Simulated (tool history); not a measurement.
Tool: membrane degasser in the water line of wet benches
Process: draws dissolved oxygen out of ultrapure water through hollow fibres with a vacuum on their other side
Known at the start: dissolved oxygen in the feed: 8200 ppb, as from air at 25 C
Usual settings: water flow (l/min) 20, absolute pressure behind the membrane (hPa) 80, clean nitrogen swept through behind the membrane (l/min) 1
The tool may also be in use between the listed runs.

run    hour  water flow (l/min)  absolute pressure behind the membrane (hPa)  clean nitrogen swept through behind the membrane (l/min)  dissolved oxygen in the water behind the degasser (ppb)  pressure that the water loses in the fibres (hPa)
  1       0                  20                                           80                                                         1                                                    212.7                                                671
  2     152                  20                                           80                                                         1                                                    215.6                                              666.7
  3   304.5                  20                                           80                                                         1                                                    213.5                                              663.8
  4   475.9                  20                                           80                                                       1.4                                                    159.7                                              664.8
  5   611.4                  20                                           80                                                       1.4                                                    159.3                                              670.1
  6   721.8                  20                                           80                                                       1.4                                                    161.1                                              670.3
  7   839.6                  20                                           80                                                       1.4                                                    157.4                                              665.3
  8  1044.7                  20                                           80                                                       1.4                                                    162.1                                                665
  9  1230.5                  20                                        177.7                                                      0.69                                                    822.8                                              668.6
 10  1376.3                  20                                        177.7                                                      0.69                                                    824.4                                              663.3
 11  1581.9                  20                                        177.7                                                      0.69                                                      826                                              660.6
 12  1808.5                  13                                           80                                                         1                                                      145                                              432.6
 13  2009.1                  13                                           80                                                         1                                                    146.1                                                430

Forecast each of these 5 alternatives for the next run:
  A  2179.5                  20                                        128.3                                                         1                                                        ?                                                  ?
  B  2179.5                  18                                        125.1                                                      0.93                                                        ?                                                  ?
  C  2179.5                  16                                        194.3                                                      0.45                                                        ?                                                  ?
  D  2179.5                  20                                         60.6                                                      1.25                                                        ?                                                  ?
  E  2179.5                  23                                        122.3                                                      0.65                                                        ?                                                  ?

run  dissolved oxygen in the water behind the degasser (ppb)  pressure that the water loses in the fibres (hPa)
  A                                                    412.3                                              659.7
  B                                                    389.6                                              598.5
  C                                                   1061.2                                              527.2
  D                                                    109.1                                              661.4
  E                                                    614.1                                              765.3
Without the tool's hidden state the same runs would have given:
run  dissolved oxygen in the water behind the degasser (ppb)  pressure that the water loses in the fibres (hPa)
  A                                                    412.1                                              666.9
  B                                                    389.4                                                605
  C                                                     1061                                              532.9
  D                                                      109                                              668.5
  E                                                    613.8                                              773.5
